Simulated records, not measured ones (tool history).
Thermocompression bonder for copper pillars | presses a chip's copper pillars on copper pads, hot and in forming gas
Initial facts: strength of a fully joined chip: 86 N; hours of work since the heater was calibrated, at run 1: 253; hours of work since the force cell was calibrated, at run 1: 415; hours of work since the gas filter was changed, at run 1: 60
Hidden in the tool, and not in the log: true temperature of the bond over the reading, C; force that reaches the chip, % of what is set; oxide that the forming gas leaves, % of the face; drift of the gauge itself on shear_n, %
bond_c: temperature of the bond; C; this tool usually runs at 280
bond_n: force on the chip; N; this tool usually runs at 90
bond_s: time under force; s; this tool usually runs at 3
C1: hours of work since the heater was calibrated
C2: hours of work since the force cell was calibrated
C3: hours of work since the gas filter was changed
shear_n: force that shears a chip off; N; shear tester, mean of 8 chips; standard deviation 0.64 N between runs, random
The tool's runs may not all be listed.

Run 1, day 0.000: usual settings; C1 253; C2 415; C3 60. Result: shear_n 35.7 N.
Run 2, day 0.542: usual settings; C1 263; C2 425; C3 70. Result: shear_n 35.9 N.
Run 3, day 1.079: usual settings; C1 273; C2 435; C3 80. Result: shear_n 34.5 N.
Run 4, day 2.112: usual settings but bond_s 4 s; C1 293; C2 454; C3 99. Result: shear_n 39.4 N.
At day 2.212: forming gas filter changed.
Run 5, day 2.946: usual settings but bond_n 129 N, bond_s 4 s; C1 308; C2 469; C3 14. Result: shear_n 54.3 N.
Run 6, day 3.921: usual settings but bond_n 129 N, bond_s 4 s; C1 326; C2 488; C3 32. Result: shear_n 53.0 N.
Run 7, day 4.592: usual settings but bond_n 129 N, bond_s 6 s; C1 338; C2 500; C3 44. Result: shear_n 60.3 N.
Run 8, day 5.588: usual settings but bond_s 4 s; C1 357; C2 519; C3 63. Result: shear_n 40.2 N.
Run 9, day 6.033: usual settings but bond_n 71 N, bond_s 4 s; C1 365; C2 527; C3 71. Result: shear_n 30.4 N.
Run 10, day 6.879: usual settings but bond_n 71 N, bond_s 4 s; C1 381; C2 543; C3 87. Result: shear_n 31.7 N.
At day 7.679: forming gas filter changed.
Run 11, day 7.846: usual settings but bond_n 71 N, bond_s 4 s; C1 399; C2 560; C3 3. Result: shear_n 32.0 N.
Run 12, day 8.638: usual settings but bond_n 71 N, bond_s 4 s; C1 413; C2 575; C3 18. Result: shear_n 31.3 N.
Run 13, day 9.271: usual settings but bond_s 2 s; C1 425; C2 587; C3 30. Result: shear_n 31.0 N.
Run 14, day 10.004: usual settings but bond_c 273 C, bond_s 2 s; C1 439; C2 600; C3 43. Result: shear_n 26.4 N.
Run 15, day 10.629: usual settings; C1 450; C2 612; C3 55. Result: shear_n 34.8 N.
Run 16, day 11.096: usual settings; C1 459; C2 621; C3 64. Result: shear_n 34.0 N.
Run 17, day 11.962: usual settings; C1 475; C2 637; C3 80. Result: shear_n 33.5 N.
Run 18, day 12.675: usual settings but bond_c 271 C, bond_n 56 N; C1 488; C2 650; C3 93. Result: shear_n 17.4 N.
At day 13.133: forming gas filter changed.
Run 19, day 13.288: usual settings but bond_c 277 C; C1 499; C2 661; C3 3. Result: shear_n 33.2 N.
Run 20, day 14.021: usual settings but bond_c 256 C; C1 513; C2 675; C3 16. Result: shear_n 22.7 N.
Run 21, day 14.567: usual settings but bond_c 264 C, bond_n 71 N, bond_s 2 s; C1 523; C2 685; C3 27. Result: shear_n 16.4 N.
Run 22, day 15.021: usual settings but bond_c 264 C, bond_n 71 N, bond_s 2 s; C1 532; C2 693; C3 35. Result: shear_n 16.7 N.
Run 23, day 15.654: usual settings but bond_n 59 N, bond_s 7 s; C1 543; C2 705; C3 47. Result: shear_n 30.8 N.
Run 24, day 16.079: usual settings but bond_n 78 N; C1 551; C2 713; C3 55. Result: shear_n 28.8 N.
Run 25, day 17.125: usual settings but bond_s 4 s; C1 571; C2 733; C3 74. Result: shear_n 35.8 N.
Run 26, day 18.171: usual settings but bond_c 264 C, bond_s 4 s; C1 590; C2 752; C3 94. Result: shear_n 29.2 N.
At day 18.604: forming gas filter changed.
Run 27, day 18.746: usual settings but bond_n 68 N; C1 601; C2 762; C3 3. Result: shear_n 27.1 N.
Run 28, day 19.438: usual settings but bond_c 260 C, bond_n 55 N, bond_s 4 s; C1 613; C2 775; C3 15. Result: shear_n 16.5 N.
Run 29, day 19.925: usual settings but bond_c 260 C, bond_n 55 N, bond_s 4 s; C1 623; C2 784; C3 25. Result: shear_n 15.6 N.
Run 30, day 20.950: usual settings but bond_s 7 s; C1 642; C2 803; C3 44. Result: shear_n 44.6 N.
Run 31, day 21.738: usual settings but bond_s 7 s; C1 656; C2 818; C3 58. Result: shear_n 43.8 N.
Run 32, day 22.579: usual settings but bond_c 276 C, bond_s 9 s; C1 672; C2 834; C3 74. Result: shear_n 44.9 N.
Run 33, day 23.417: usual settings but bond_c 308 C, bond_n 77 N; C1 688; C2 849; C3 90. Result: shear_n 41.4 N.
At day 24.083: forming gas filter changed.
Run 34, day 24.233: usual settings but bond_c 286 C, bond_n 75 N, bond_s 4 s; C1 702; C2 864; C3 3. Result: shear_n 36.4 N.

Below are 5 alternative next runs, each starting from the tool's condition after run 34. Predict each:
Run A, day 24.750: usual settings but bond_c 286 C, bond_n 55 N, bond_s 4 s; C1 712; C2 874; C3 12. Result: shear_n ?.
Run B, day 24.750: usual settings but bond_c 261 C; C1 712; C2 874; C3 12. Result: shear_n ?.
Run C, day 24.750: usual settings but bond_c 265 C, bond_n 77 N; C1 712; C2 874; C3 12. Result: shear_n ?.
Run D, day 24.750: usual settings but bond_c 309 C, bond_n 65 N, bond_s 2 s; C1 712; C2 874; C3 12. Result: shear_n ?.
Run E, day 24.750: usual settings but bond_c 265 C, bond_n 75 N, bond_s 7 s; C1 712; C2 874; C3 12. Result: shear_n ?.

run  shear_n
  A     25.4
  B     24.2
  C     21.5
  D     32.5
  E     30.7
Take away the tool's hidden state, keep each run's random variation, and the runs would have read:
run  shear_n
  A     31.0
  B     29.8
  C     26.7
  D     38.6
  E     37.3
